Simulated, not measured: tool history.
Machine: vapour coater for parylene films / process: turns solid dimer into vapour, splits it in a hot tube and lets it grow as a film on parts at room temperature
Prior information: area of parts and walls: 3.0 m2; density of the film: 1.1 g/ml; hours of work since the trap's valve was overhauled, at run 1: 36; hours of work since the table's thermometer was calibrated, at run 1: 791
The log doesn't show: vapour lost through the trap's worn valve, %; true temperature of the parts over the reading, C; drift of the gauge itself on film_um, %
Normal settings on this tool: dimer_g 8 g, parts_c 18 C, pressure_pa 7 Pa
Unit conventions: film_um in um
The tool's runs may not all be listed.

run    hour  dimer_g  parts_c  pressure_pa  hours of work since the trap's valve was overhauled  hours of work since the table's thermometer was calibrated  film_um
  1       0        8       18            7                                                   36                                                         791     1.38
  2    32.4        7       18            7                                                   56                                                         812     1.19
  3    71.9        8       18            7                                                   81                                                         836     1.34
  4   114.3       11       18            7                                                  108                                                         863     1.83
  5   154.8       11       18            7                                                  133                                                         889     1.83
  6   196.3       11       18            7                                                  159                                                         915     1.82
  7   223.7       11       18            7                                                  176                                                         932     1.81
  8   256.5       11       18            7                                                  197                                                         952     1.84
  9   295.5       11       18            7                                                  221                                                         977     1.79
 10   323.8        8       16            7                                                  239                                                         995     1.35
 11   357.3        8       17            7                                                  260                                                        1016     1.35
 12   398.2        8       20            7                                                  286                                                        1041      1.2
 13   454.5        8       20            7                                                  321                                                        1077     1.22
        463  -- trap's valve overhauled
 14   500.9        8       20            7                                                   24                                                        1103     1.16
 15   557.9        3       18        11.19                                                   60                                                        1139     0.42
      614.1  -- trap's valve overhauled, once more
 16   616.6        3       18        11.19                                                    2                                                        1174      0.5
 17   672.3        3       18        11.19                                                   37                                                        1209     0.49
 18   716.4        4       16         4.67                                                   64                                                        1236     0.74
 19   744.6       13       19        10.49                                                   82                                                        1254     2.03
 20     806       13       19        10.49                                                  121                                                        1293     2.02
 21   836.1       14       18         3.28                                                  139                                                        1312     2.45
      857.6  -- table's thermometer calibrated
 22   879.5        8       12         3.97                                                  166                                                          14     1.67
 23   920.7        8       12         3.97                                                  192                                                          40     1.63
 24   964.7       12       10         8.77                                                  220                                                          67     2.41
 25  1006.1        8       18         4.33                                                  246                                                          93     1.38
 26  1053.9        8       26         4.65                                                  276                                                         123     1.15
 27    1089        8       16         10.3                                                  298                                                         145     1.34
 28  1115.1        8       16         10.3                                                  314                                                         162     1.36

Alternative continuations, all from the tool just after run 28; predict every row:
  A  1151.5       12       22            7                                                  337                                                         185        ?
  B  1151.5        6       18            7                                                  337                                                         185        ?
  C  1151.5       11       16         2.22                                                  337                                                         185        ?
  D  1151.5        5       22         6.48                                                  337                                                         185        ?

run  film_um
  A     1.78
  B        1
  C     2.07
  D     0.76
Stripped of hidden state, with their random variation kept, the same runs would have yielded:
run  film_um
  A     1.92
  B     1.08
  C     2.24
  D     0.82
